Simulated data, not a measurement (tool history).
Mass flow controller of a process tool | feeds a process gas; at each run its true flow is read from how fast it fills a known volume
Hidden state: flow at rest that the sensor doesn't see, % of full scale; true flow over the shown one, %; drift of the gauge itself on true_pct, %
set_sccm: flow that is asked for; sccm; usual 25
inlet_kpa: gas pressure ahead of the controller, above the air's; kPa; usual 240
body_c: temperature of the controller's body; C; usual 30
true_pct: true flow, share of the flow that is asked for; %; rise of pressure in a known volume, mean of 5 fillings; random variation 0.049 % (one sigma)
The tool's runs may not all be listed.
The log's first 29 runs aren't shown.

run,day,set_sccm,inlet_kpa,body_c,hours of work since the controller was set to zero,hours of work since the controller was changed,true_pct
30,70.862,13,166,23,1418,1418,97.1
31,72.683,13,166,23,1444,1444,97.06
32,74.896,13,166,23,1477,1477,97.05
33,76.417,9,176,27,1500,1500,97.12
34,78.246,9,240,28,1527,1527,97.58
35,81.325,9,240,28,1573,1573,97.56
36,83.696,9,193,28,1608,1608,97.32
37,85.321,25,224,24,1632,1632,98.36
38,87.392,15,242,29,1663,1663,98.13
39,90.738,25,279,30,1712,1712,99.08
40,94,17,279,20,1761,1761,97.75
41,96.229,18,279,26,1794,1794,98.33
42,97.771,18,270,32,1816,1816,98.68
43,99.604,26,206,31,1844,1844,98.69
44,102.75,16,212,30,1890,1890,98.02

Forecast each of these 5 alternatives for the next run:
A,104.9,44,181,30,1922,1922,?
B,104.9,10,186,24,1922,1922,?
C,104.9,16,242,39,1922,1922,?
D,104.9,8,252,31,1922,1922,?
E,104.9,23,212,39,1922,1922,?

run,true_pct
A,99.84
B,97.02
C,98.79
D,97.81
E,99.09
Without the tool's hidden state the same runs would have given:
run,true_pct
A,99.84
B,97.02
C,98.79
D,97.81
E,99.09
